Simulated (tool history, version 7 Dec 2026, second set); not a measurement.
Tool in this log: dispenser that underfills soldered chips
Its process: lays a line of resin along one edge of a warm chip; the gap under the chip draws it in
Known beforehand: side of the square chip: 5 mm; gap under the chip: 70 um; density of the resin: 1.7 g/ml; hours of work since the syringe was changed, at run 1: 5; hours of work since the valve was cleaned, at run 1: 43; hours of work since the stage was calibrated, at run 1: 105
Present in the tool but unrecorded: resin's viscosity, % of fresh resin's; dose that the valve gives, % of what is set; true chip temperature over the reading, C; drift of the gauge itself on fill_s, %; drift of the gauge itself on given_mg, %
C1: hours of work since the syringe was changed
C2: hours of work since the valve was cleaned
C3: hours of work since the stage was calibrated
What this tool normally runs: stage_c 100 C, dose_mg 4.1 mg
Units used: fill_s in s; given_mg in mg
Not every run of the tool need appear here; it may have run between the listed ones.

run 1 hour=0 | stage_c=100 dose_mg=4.1 | C1=5 C2=43 C3=105 | fill_s=13.8 given_mg=4
-- hour=7.2 new syringe of resin
run 2 hour=13.8 | stage_c=100 dose_mg=4.1 | C1=5 C2=53 C3=115 | fill_s=13.9 given_mg=3.98
-- hour=22 new syringe of resin
-- hour=25 dispensing valve cleaned and set on the balance
run 3 hour=28.6 | stage_c=105 dose_mg=4.1 | C1=4 C2=3 C3=125 | fill_s=11 given_mg=4.1
-- hour=37.4 new syringe of resin
run 4 hour=38.4 | stage_c=105 dose_mg=4.1 | C1=1 C2=10 C3=132 | fill_s=9.8 given_mg=4.08
-- hour=51.7 new syringe of resin
run 5 hour=52.3 | stage_c=105 dose_mg=4.1 | C1=0 C2=20 C3=142 | fill_s=10.2 given_mg=4.07
-- hour=66.5 new syringe of resin
run 6 hour=68 | stage_c=100 dose_mg=4.1 | C1=1 C2=31 C3=153 | fill_s=12.2 given_mg=4.03
run 7 hour=76.8 | stage_c=100 dose_mg=4.1 | C1=8 C2=37 C3=159 | fill_s=14.4 given_mg=4.05
-- hour=81.6 new syringe of resin
run 8 hour=89.5 | stage_c=100 dose_mg=4.1 | C1=6 C2=46 C3=168 | fill_s=13.9 given_mg=4.01
-- hour=95.9 new syringe of resin
run 9 hour=99.1 | stage_c=100 dose_mg=4.1 | C1=2 C2=53 C3=175 | fill_s=12.1 given_mg=3.98
run 10 hour=107.1 | stage_c=100 dose_mg=4.1 | C1=8 C2=59 C3=181 | fill_s=15.2 given_mg=3.99
-- hour=110 dispensing valve cleaned and set on the balance
-- hour=111.7 new syringe of resin
run 11 hour=120.6 | stage_c=100 dose_mg=4.1 | C1=7 C2=8 C3=190 | fill_s=14.5 given_mg=4.09
-- hour=126.6 new syringe of resin
run 12 hour=133.1 | stage_c=100 dose_mg=4.1 | C1=5 C2=17 C3=199 | fill_s=13.3 given_mg=4.06
-- hour=142.1 new syringe of resin
run 13 hour=147 | stage_c=100 dose_mg=4.1 | C1=4 C2=26 C3=209 | fill_s=13.3 given_mg=4.06
-- hour=156.6 new syringe of resin
run 14 hour=162.9 | stage_c=100 dose_mg=4.1 | C1=5 C2=38 C3=220 | fill_s=12.7 given_mg=4.03
-- hour=170.8 new syringe of resin
run 15 hour=174.8 | stage_c=100 dose_mg=4.1 | C1=3 C2=46 C3=229 | fill_s=13.6 given_mg=4.01
run 16 hour=183.9 | stage_c=89 dose_mg=4.1 | C1=10 C2=53 C3=236 | fill_s=23.8 given_mg=3.98
-- hour=185.3 new syringe of resin
-- hour=195.7 dispensing valve cleaned and set on the balance
run 17 hour=198.9 | stage_c=89 dose_mg=4.1 | C1=9 C2=2 C3=246 | fill_s=22.7 given_mg=4.08
-- hour=200.4 new syringe of resin
run 18 hour=212.2 | stage_c=89 dose_mg=4.1 | C1=9 C2=12 C3=255 | fill_s=23.4 given_mg=4.08
-- hour=214.8 new syringe of resin
run 19 hour=221.3 | stage_c=86 dose_mg=3.65 | C1=5 C2=18 C3=262 | fill_s=22.4 given_mg=3.62
-- hour=229.5 new syringe of resin
run 20 hour=235.2 | stage_c=94 dose_mg=3.54 | C1=4 C2=28 C3=272 | fill_s=16.9 given_mg=3.5
-- hour=244.6 new syringe of resin
run 21 hour=250.2 | stage_c=97 dose_mg=3.71 | C1=4 C2=39 C3=282 | fill_s=15.9 given_mg=3.64
-- hour=259 new syringe of resin
run 22 hour=259.6 | stage_c=89 dose_mg=3.71 | C1=0 C2=46 C3=289 | fill_s=17.7 given_mg=3.65
run 23 hour=272.7 | stage_c=89 dose_mg=3.71 | C1=10 C2=55 C3=299 | fill_s=24.3 given_mg=3.6
-- hour=274.1 new syringe of resin
-- hour=280.9 dispensing valve cleaned and set on the balance
run 24 hour=281.6 | stage_c=115 dose_mg=4.66 | C1=5 C2=0 C3=304 | fill_s=8.3 given_mg=4.65
-- hour=290.2 new syringe of resin
run 25 hour=294 | stage_c=100 dose_mg=4.75 | C1=3 C2=9 C3=313 | fill_s=12.2 given_mg=4.72
run 26 hour=301.1 | stage_c=98 dose_mg=4.76 | C1=8 C2=15 C3=318 | fill_s=16.1 given_mg=4.7
-- hour=305.3 new syringe of resin
run 27 hour=310.7 | stage_c=88 dose_mg=5.13 | C1=4 C2=21 C3=325 | fill_s=20 given_mg=5.05
-- hour=320.1 new syringe of resin
run 28 hour=323 | stage_c=113 dose_mg=3.52 | C1=2 C2=30 C3=334 | fill_s=8.9 given_mg=3.47
run 29 hour=332.2 | stage_c=114 dose_mg=3.57 | C1=9 C2=37 C3=341 | fill_s=10.4 given_mg=3.5
-- hour=334.7 new syringe of resin
run 30 hour=342 | stage_c=114 dose_mg=3.57 | C1=5 C2=44 C3=347 | fill_s=9.9 given_mg=3.49
-- hour=349.9 new syringe of resin
run 31 hour=358.8 | stage_c=114 dose_mg=3.57 | C1=7 C2=56 C3=360 | fill_s=9.6 given_mg=3.49
-- hour=364.2 new syringe of resin
-- hour=366.5 dispensing valve cleaned and set on the balance
run 32 hour=368.2 | stage_c=106 dose_mg=4.1 | C1=2 C2=1 C3=366 | fill_s=10.5 given_mg=4.08
run 33 hour=376.8 | stage_c=106 dose_mg=4.1 | C1=9 C2=8 C3=372 | fill_s=12.4 given_mg=4.1
-- hour=379.9 new syringe of resin
run 34 hour=390.4 | stage_c=107 dose_mg=4.1 | C1=8 C2=17 C3=382 | fill_s=12.4 given_mg=4.05
-- hour=394.9 new syringe of resin
run 35 hour=407.4 | stage_c=107 dose_mg=4.1 | C1=9 C2=30 C3=394 | fill_s=12.8 given_mg=4.03

The same runs without the tool's hidden state, with the same run-to-run variation:
run=1 fill_s=11.4 given_mg=4.09
run=2 fill_s=11.3 given_mg=4.09
run=3 fill_s=9.5 given_mg=4.1
run=4 fill_s=9.3 given_mg=4.1
run=5 fill_s=9.7 given_mg=4.12
run=6 fill_s=11.5 given_mg=4.1
run=7 fill_s=10.8 given_mg=4.13
run=8 fill_s=11.1 given_mg=4.1
run=9 fill_s=10.9 given_mg=4.09
run=10 fill_s=11.2 given_mg=4.11
run=11 fill_s=11.5 given_mg=4.11
run=12 fill_s=11 given_mg=4.09
run=13 fill_s=11.4 given_mg=4.11
run=14 fill_s=10.3 given_mg=4.11
run=15 fill_s=11.9 given_mg=4.1
run=16 fill_s=16.4 given_mg=4.08
run=17 fill_s=16.4 given_mg=4.09
run=18 fill_s=16.7 given_mg=4.11
run=19 fill_s=18.4 given_mg=3.66
run=20 fill_s=13.9 given_mg=3.55
run=21 fill_s=13.1 given_mg=3.71
run=22 fill_s=16.7 given_mg=3.73
run=23 fill_s=16.5 given_mg=3.7
run=24 fill_s=6.8 given_mg=4.67
run=25 fill_s=10.5 given_mg=4.76
run=26 fill_s=11.7 given_mg=4.75
run=27 fill_s=16.6 given_mg=5.12
run=28 fill_s=8 given_mg=3.53
run=29 fill_s=7.3 given_mg=3.58
run=30 fill_s=8.1 given_mg=3.58
run=31 fill_s=7.2 given_mg=3.59
run=32 fill_s=9.6 given_mg=4.08
run=33 fill_s=9.1 given_mg=4.12
run=34 fill_s=9.2 given_mg=4.09
run=35 fill_s=9 given_mg=4.09
